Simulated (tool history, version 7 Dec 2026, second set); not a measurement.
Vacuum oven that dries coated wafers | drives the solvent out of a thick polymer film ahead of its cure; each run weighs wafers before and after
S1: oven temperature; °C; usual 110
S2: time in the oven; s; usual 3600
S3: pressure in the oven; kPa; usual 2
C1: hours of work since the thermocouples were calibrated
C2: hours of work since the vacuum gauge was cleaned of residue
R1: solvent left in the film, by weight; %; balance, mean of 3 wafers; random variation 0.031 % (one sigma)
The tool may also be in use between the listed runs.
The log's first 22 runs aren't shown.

Run 23, day 74.258: usual settings but S3 1.77 kPa; C1 434; C2 1224. Result: R1 1.34 %.
Run 24, day 78.667: usual settings but S3 1.77 kPa; C1 479; C2 1269. Result: R1 1.29 %.
Run 25, day 82.483: usual settings but S3 1.77 kPa; C1 518; C2 1308. Result: R1 1.36 %.
Run 26, day 86.158: usual settings but S1 97 °C, S2 2160 s, S3 1.77 kPa; C1 555; C2 1346. Result: R1 7.29 %.
Run 27, day 88.504: usual settings but S1 109 °C, S2 2040 s, S3 3.48 kPa; C1 579; C2 1370. Result: R1 3.78 %.
Run 28, day 90.758: usual settings but S1 95 °C, S2 6360 s, S3 7.91 kPa; C1 602; C2 1393. Result: R1 7.1 %.
Run 29, day 93.25: usual settings but S1 112 °C; C1 628; C2 1418. Result: R1 1.23 %.
Run 30, day 96.604: usual settings but S1 112 °C, S2 4620 s; C1 662; C2 1453. Result: R1 1.07 %.
Run 31, day 100.162: usual settings but S1 123 °C, S2 2100 s, S3 2.9 kPa; C1 698; C2 1489. Result: R1 1.06 %.
Run 32, day 102.358: usual settings but S1 109 °C, S2 3840 s, S3 1.14 kPa; C1 721; C2 1511. Result: R1 0.98 %.
Run 33, day 106.375: usual settings but S1 114 °C, S2 2040 s, S3 4.76 kPa; C1 762; C2 1552. Result: R1 2.89 %.
Run 34, day 110.392: usual settings but S1 109 °C, S2 2100 s, S3 5.41 kPa; C1 803; C2 1593. Result: R1 4.31 %.
Run 35, day 114.946: usual settings but S1 109 °C, S2 2100 s, S3 5.41 kPa; C1 849; C2 1640. Result: R1 4.28 %.
Run 36, day 117.642: usual settings but S1 117 °C, S2 2340 s, S3 2.28 kPa; C1 877; C2 1667. Result: R1 1.24 %.
Run 37, day 121.154: usual settings but S1 114 °C, S3 1.32 kPa; C1 913; C2 1703. Result: R1 0.8 %.
Run 38, day 124.321: usual settings but S3 1.02 kPa; C1 945; C2 1736. Result: R1 1.01 %.
Run 39, day 126.396: usual settings but S1 102 °C, S3 2.1 kPa; C1 966; C2 1757. Result: R1 3.04 %.
Run 40, day 128.625: usual settings but S1 108 °C, S2 6240 s, S3 4.35 kPa; C1 989; C2 1780. Result: R1 2.16 %.
Run 41, day 132.879: usual settings but S1 108 °C, S2 6240 s, S3 4.35 kPa; C1 1033; C2 1823. Result: R1 2.14 %.
Run 42, day 135.288: usual settings but S1 113 °C, S2 5640 s, S3 1.68 kPa; C1 1057; C2 1848. Result: R1 0.82 %.

5 ways to go on from here, each from the tool as it stands after run 42. What would each give?
Run A, day 137.462: usual settings but S1 102 °C, S2 5640 s, S3 1.68 kPa; C1 1079; C2 1870. Result: R1 ?.
Run B, day 137.462: usual settings but S1 104 °C, S2 5640 s, S3 1.68 kPa; C1 1079; C2 1870. Result: R1 ?.
Run C, day 137.462: usual settings but S1 123 °C, S2 2100 s, S3 1.65 kPa; C1 1079; C2 1870. Result: R1 ?.
Run D, day 137.462: usual settings but S1 113 °C, S2 3660 s, S3 6.95 kPa; C1 1079; C2 1870. Result: R1 ?.
Run E, day 137.462: usual settings but S1 113 °C, S3 1.19 kPa; C1 1079; C2 1870. Result: R1 ?.

run    R1
  A  1.65
  B  1.32
  C   0.7
  D  2.88
  E  0.85
Without the tool's hidden state the same runs would have given:
run    R1
  A  1.76
  B  1.34
  C  0.69
  D  3.04
  E  0.82
